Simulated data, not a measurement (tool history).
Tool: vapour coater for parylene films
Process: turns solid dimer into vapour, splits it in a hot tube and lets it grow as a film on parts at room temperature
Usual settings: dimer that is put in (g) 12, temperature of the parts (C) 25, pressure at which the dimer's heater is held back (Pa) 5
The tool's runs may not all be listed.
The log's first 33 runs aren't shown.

run      day  dimer that is put in (g)  temperature of the parts (C)  pressure at which the dimer's heater is held back (Pa)  thickness of the film (µm)
 34   84.279                         7                            19                                                    3.33                        3.18
 35   86.408                         7                            19                                                    3.33                        3.21
 36   88.821                        12                            17                                                       5                        5.64
 37   92.146                        12                            17                                                       5                        5.58
 38   94.338                        12                            17                                                       5                        5.73
 39   96.408                        12                            26                                                    8.75                        4.17
 40   98.375                         8                            36                                                    8.75                        2.05
 41  101.542                         8                            36                                                    8.75                        2.07
 42  104.129                        22                            36                                                    6.34                        5.79
 43  106.671                        22                            18                                                    2.66                       10.33
     108.504  -- trap's valve overhauled
 44  108.875                         5                            19                                                    4.37                        2.22
 45  111.583                        15                            24                                                    4.65                        5.71
 46  114.817                        18                            24                                                    5.63                        6.88
 47   117.15                        12                            28                                                       5                        4.11

Forecast each of these 4 alternatives for the next run:
  A  120.012                         6                            28                                                    2.95                           ?
  B  120.012                        12                            27                                                       5                           ?
  C  120.012                        19                            32                                                   10.21                           ?
  D  120.012                        12                            23                                                     6.2                           ?

run  thickness of the film (µm)
  A                        2.12
  B                        4.21
  C                        5.43
  D                        4.68
Without the tool's hidden state the same runs would have given:
run  thickness of the film (µm)
  A                        2.12
  B                        4.22
  C                        5.44
  D                        4.69
